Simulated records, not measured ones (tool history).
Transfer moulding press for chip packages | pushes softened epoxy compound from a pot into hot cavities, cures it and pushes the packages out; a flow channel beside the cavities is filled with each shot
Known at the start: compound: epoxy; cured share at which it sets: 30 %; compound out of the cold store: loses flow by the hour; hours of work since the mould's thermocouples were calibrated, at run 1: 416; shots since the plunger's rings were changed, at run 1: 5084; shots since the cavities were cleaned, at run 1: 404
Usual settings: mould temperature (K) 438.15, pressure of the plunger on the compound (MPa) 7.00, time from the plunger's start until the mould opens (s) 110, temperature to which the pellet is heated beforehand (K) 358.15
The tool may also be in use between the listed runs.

| run | hour | mould temperature (K) | pressure of the plunger on the compound (MPa) | time from the plunger's start until the mould opens (s) | temperature to which the pellet is heated beforehand (K) | hours of work since the mould's thermocouples were calibrated | shots since the plunger's rings were changed | shots since the cavities were cleaned | incoming compound's hours out of the cold store | length that the compound runs in the flow channel (mm) | greatest force on the pins that push the packages out (N) |
|---|---|---|---|---|---|---|---|---|---|---|---|
| 1 | 0.0 | 438.15 | 7.00 | 110 | 358.15 | 416 | 5084 | 404 | 42.5 | 561 | 447 |
|  | 11.7 | cavities cleaned with cleaning compound and waxed |
| 2 | 24.4 | 438.15 | 7.00 | 148 | 358.15 | 432 | 5350 | 147 | 20.5 | 608 | 337 |
|  | 44.1 | plunger's sealing rings changed |
|  | 61.4 | cavities cleaned with cleaning compound and waxed |
| 3 | 66.3 | 438.15 | 7.00 | 148 | 358.15 | 459 | 241 | 58 | 21.7 | 641 | 302 |
| 4 | 90.3 | 438.15 | 7.00 | 148 | 358.15 | 475 | 519 | 336 | 30.1 | 621 | 375 |
|  | 108.7 | cavities cleaned with cleaning compound and waxed |
| 5 | 130.3 | 438.15 | 7.00 | 148 | 358.15 | 503 | 966 | 250 | 38.0 | 598 | 353 |
|  | 154.4 | cavities cleaned with cleaning compound and waxed |
| 6 | 159.9 | 438.15 | 7.00 | 148 | 358.15 | 522 | 1291 | 62 | 37.5 | 595 | 308 |
| 7 | 189.1 | 438.15 | 7.00 | 148 | 358.15 | 543 | 1631 | 402 | 13.6 | 652 | 388 |
|  | 201.7 | cavities cleaned with cleaning compound and waxed |
| 8 | 221.0 | 438.15 | 7.00 | 148 | 358.15 | 564 | 1983 | 223 | 21.1 | 639 | 352 |
|  | 248.1 | cavities cleaned with cleaning compound and waxed |
| 9 | 260.1 | 438.15 | 7.00 | 108 | 358.15 | 591 | 2421 | 140 | 16.2 | 640 | 446 |
|  | 266.5 | mould's thermocouples calibrated |
|  | 298.5 | cavities cleaned with cleaning compound and waxed |
| 10 | 303.3 | 438.15 | 7.00 | 110 | 366.15 | 25 | 2881 | 55 | 16.2 | 636 | 388 |
|  | 343.9 | cavities cleaned with cleaning compound and waxed |
| 11 | 343.9 | 438.15 | 7.00 | 110 | 366.15 | 52 | 3335 | 0 | 29.3 | 602 | 355 |
| 12 | 382.6 | 438.15 | 7.00 | 110 | 366.15 | 80 | 3784 | 449 | 42.6 | 569 | 473 |
|  | 391.8 | cavities cleaned with cleaning compound and waxed |
| 13 | 429.6 | 438.15 | 7.00 | 110 | 366.15 | 112 | 4312 | 438 | 24.1 | 608 | 489 |
|  | 437.1 | cavities cleaned with cleaning compound and waxed |
| 14 | 474.5 | 438.15 | 7.00 | 94 | 366.15 | 142 | 4816 | 434 | 34.1 | 579 | 652 |
|  | 483.2 | cavities cleaned with cleaning compound and waxed |
| 15 | 520.4 | 438.15 | 6.32 | 110 | 358.15 | 173 | 5331 | 432 | 21.2 | 578 | 500 |
|  | 532.3 | cavities cleaned with cleaning compound and waxed |
|  | 544.1 | plunger's sealing rings changed |
|  | 567.5 | mould's thermocouples calibrated, once more |
| 16 | 573.4 | 430.15 | 5.47 | 99 | 365.15 | 4 | 317 | 425 | 22.1 | 585 | 950 |
|  | 584.8 | cavities cleaned with cleaning compound and waxed |
| 17 | 603.5 | 433.15 | 5.47 | 99 | 364.15 | 24 | 649 | 217 | 17.8 | 587 | 683 |
| 18 | 627.1 | 431.15 | 8.44 | 99 | 353.15 | 41 | 923 | 491 | 38.3 | 676 | 854 |
|  | 632.9 | cavities cleaned with cleaning compound and waxed |
| 19 | 648.9 | 431.15 | 8.44 | 99 | 353.15 | 55 | 1159 | 187 | 34.5 | 682 | 764 |
|  | 680.0 | cavities cleaned with cleaning compound and waxed |
| 20 | 694.9 | 434.15 | 8.57 | 136 | 360.15 | 87 | 1675 | 174 | 41.1 | 655 | 364 |
|  | 725.3 | cavities cleaned with cleaning compound and waxed |
| 21 | 736.1 | 445.15 | 8.57 | 101 | 360.15 | 114 | 2136 | 126 | 30.0 | 649 | 342 |
|  | 771.4 | cavities cleaned with cleaning compound and waxed |
| 22 | 780.0 | 438.15 | 7.00 | 110 | 352.15 | 144 | 2628 | 101 | 14.6 | 643 | 390 |
|  | 818.5 | cavities cleaned with cleaning compound and waxed |
| 23 | 823.9 | 431.15 | 7.00 | 123 | 364.15 | 174 | 3119 | 62 | 12.8 | 661 | 467 |
| 24 | 853.2 | 431.15 | 7.00 | 123 | 364.15 | 195 | 3460 | 403 | 24.4 | 632 | 561 |
|  | 864.9 | cavities cleaned with cleaning compound and waxed |
| 25 | 898.4 | 431.15 | 7.00 | 107 | 364.15 | 226 | 3967 | 389 | 44.3 | 581 | 685 |
|  | 912.6 | cavities cleaned with cleaning compound and waxed |
| 26 | 948.1 | 432.15 | 6.07 | 94 | 364.15 | 259 | 4526 | 412 | 17.4 | 595 | 949 |
|  | 961.1 | cavities cleaned with cleaning compound and waxed |
| 27 | 978.3 | 432.15 | 6.07 | 94 | 364.15 | 280 | 4859 | 199 | 41.7 | 538 | 799 |

3 ways to go on from here, each from the tool as it stands after run 27. What would each give?
|  | 1009.7 | cavities cleaned with cleaning compound and waxed |
| A | 1017.9 | 441.15 | 6.07 | 94 | 364.15 | 307 | 5302 | 95 | 47.1 | ? | ? |
|  | 1009.7 | cavities cleaned with cleaning compound and waxed |
| B | 1017.9 | 439.15 | 6.07 | 94 | 364.15 | 307 | 5302 | 95 | 47.3 | ? | ? |
|  | 1009.7 | cavities cleaned with cleaning compound and waxed |
| C | 1017.9 | 432.15 | 5.49 | 106 | 364.15 | 307 | 5302 | 95 | 33.2 | ? | ? |

| run | length that the compound runs in the flow channel (mm) | greatest force on the pins that push the packages out (N) |
|---|---|---|
| A | 501 | 392 |
| B | 507 | 433 |
| C | 523 | 565 |
Without the tool's hidden state the same runs would have given:
| run | length that the compound runs in the flow channel (mm) | greatest force on the pins that push the packages out (N) |
|---|---|---|
| A | 532 | 360 |
| B | 539 | 398 |
| C | 556 | 522 |

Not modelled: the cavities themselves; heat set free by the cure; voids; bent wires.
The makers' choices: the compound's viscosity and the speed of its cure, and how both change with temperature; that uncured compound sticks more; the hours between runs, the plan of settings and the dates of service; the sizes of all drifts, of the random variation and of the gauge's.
